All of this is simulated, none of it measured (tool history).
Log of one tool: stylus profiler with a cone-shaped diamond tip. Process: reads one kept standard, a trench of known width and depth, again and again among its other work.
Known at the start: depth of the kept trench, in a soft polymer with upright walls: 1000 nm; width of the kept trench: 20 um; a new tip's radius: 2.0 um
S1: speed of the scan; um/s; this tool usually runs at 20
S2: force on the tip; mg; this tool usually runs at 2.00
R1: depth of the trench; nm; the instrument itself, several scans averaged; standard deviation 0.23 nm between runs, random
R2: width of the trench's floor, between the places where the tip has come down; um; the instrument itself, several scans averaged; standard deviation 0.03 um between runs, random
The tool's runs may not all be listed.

run	day	S1	S2	R1	R2
1	0.000	20	2.00	1010.46	15.97
2	1.483	20	0.72	1006.41	15.91
3	3.038	20	2.00	1010.95	15.90
4	3.746	37	2.00	1010.52	15.90
5	5.092	20	2.00	1010.79	15.97
6	6.029	20	2.00	1010.80	15.95
7	7.267	20	2.00	1011.10	15.91
8	8.392	48	2.00	1010.99	15.83
9	9.108	48	2.00	1011.23	15.82
10	10.125	55	3.87	1016.03	15.85
11	11.375	55	3.87	1015.97	15.80

5 options for the next run, each taken on its own from the tool as it stands now. Forecast them:
# day 11.496: height scale calibrated on a step standard
A	12.733	41	1.25	?	?
# day 11.496: height scale calibrated on a step standard
B	12.733	28	1.82	?	?
# day 11.496: height scale calibrated on a step standard
C	12.733	20	2.19	?	?
# day 11.496: height scale calibrated on a step standard
D	12.733	22	3.93	?	?
# day 11.496: height scale calibrated on a step standard
E	12.733	55	1.81	?	?

run	R1	R2
A	1006.50	15.78
B	1008.19	15.80
C	1009.28	15.85
D	1013.18	15.88
E	1007.85	15.72
Without the tool's unlogged condition, the same runs would have read:
run	R1	R2
A	1006.41	16.42
B	1008.11	16.44
C	1009.19	16.49
D	1013.09	16.53
E	1007.76	16.36
